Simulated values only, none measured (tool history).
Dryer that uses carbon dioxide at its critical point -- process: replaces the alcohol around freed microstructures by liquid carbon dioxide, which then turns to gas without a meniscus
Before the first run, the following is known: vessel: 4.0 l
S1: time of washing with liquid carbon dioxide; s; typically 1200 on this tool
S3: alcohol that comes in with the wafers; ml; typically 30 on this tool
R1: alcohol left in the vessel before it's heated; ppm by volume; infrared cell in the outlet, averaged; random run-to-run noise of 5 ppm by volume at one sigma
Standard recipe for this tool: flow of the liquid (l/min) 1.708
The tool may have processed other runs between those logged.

{"run": 1, "day": 0.0, "S1": 1200, "flow of the liquid (l/min)": 1.708, "S3": 30, "R1": 25}
{"run": 2, "day": 2.312, "S1": 1200, "flow of the liquid (l/min)": 1.708, "S3": 75, "R1": 34}
{"run": 3, "day": 3.454, "S1": 1200, "flow of the liquid (l/min)": 2.29, "S3": 30, "R1": 37}
{"run": 4, "day": 5.325, "S1": 1200, "flow of the liquid (l/min)": 1.708, "S3": 30, "R1": 45}
{"run": 5, "day": 6.817, "S1": 1200, "flow of the liquid (l/min)": 1.708, "S3": 30, "R1": 58}
{"run": 6, "day": 8.817, "S1": 1200, "flow of the liquid (l/min)": 1.708, "S3": 30, "R1": 72}
{"run": 7, "day": 11.404, "S1": 1200, "flow of the liquid (l/min)": 1.708, "S3": 30, "R1": 86}
{"run": 8, "day": 12.888, "S1": 1200, "flow of the liquid (l/min)": 1.708, "S3": 30, "R1": 84}
{"run": 9, "day": 15.45, "S1": 1200, "flow of the liquid (l/min)": 1.708, "S3": 30, "R1": 102}
{"run": 10, "day": 18.108, "S1": 1200, "flow of the liquid (l/min)": 1.708, "S3": 30, "R1": 105}
{"run": 11, "day": 20.846, "S1": 1200, "flow of the liquid (l/min)": 1.708, "S3": 30, "R1": 130}
{"day": 21.688, "done": "inlet filter changed"}
{"run": 12, "day": 23.096, "S1": 1560, "flow of the liquid (l/min)": 1.708, "S3": 30, "R1": 131}
{"run": 13, "day": 25.833, "S1": 1140, "flow of the liquid (l/min)": 1.708, "S3": 33, "R1": 142}
{"run": 14, "day": 27.804, "S1": 1140, "flow of the liquid (l/min)": 1.708, "S3": 33, "R1": 156}
{"day": 29.15, "done": "purifier's bed changed"}
{"run": 15, "day": 29.321, "S1": 1140, "flow of the liquid (l/min)": 1.708, "S3": 107, "R1": 25}
{"run": 16, "day": 30.692, "S1": 1140, "flow of the liquid (l/min)": 1.708, "S3": 107, "R1": 35}
{"run": 17, "day": 32.312, "S1": 1140, "flow of the liquid (l/min)": 1.708, "S3": 107, "R1": 26}
{"run": 18, "day": 34.8, "S1": 1320, "flow of the liquid (l/min)": 2.21, "S3": 27, "R1": 37}
{"run": 19, "day": 36.804, "S1": 1320, "flow of the liquid (l/min)": 2.64, "S3": 27, "R1": 43}

Each run again, without the hidden state but with its own random variation kept:
The tool's hidden condition here consists of: flow that reaches the vessel past the clogged filter, %; alcohol in the recycled carbon dioxide, ppm; drift of the gauge itself on alcohol_ppm, %.
run=1 R1=10
run=2 R1=9
run=3 R1=7
run=4 R1=5
run=5 R1=11
run=6 R1=14
run=7 R1=14
run=8 R1=6
run=9 R1=11
run=10 R1=0
run=11 R1=12
run=12 R1=6
run=13 R1=1
run=14 R1=6
run=15 R1=18
run=16 R1=19
run=17 R1=3
run=18 R1=6
run=19 R1=0
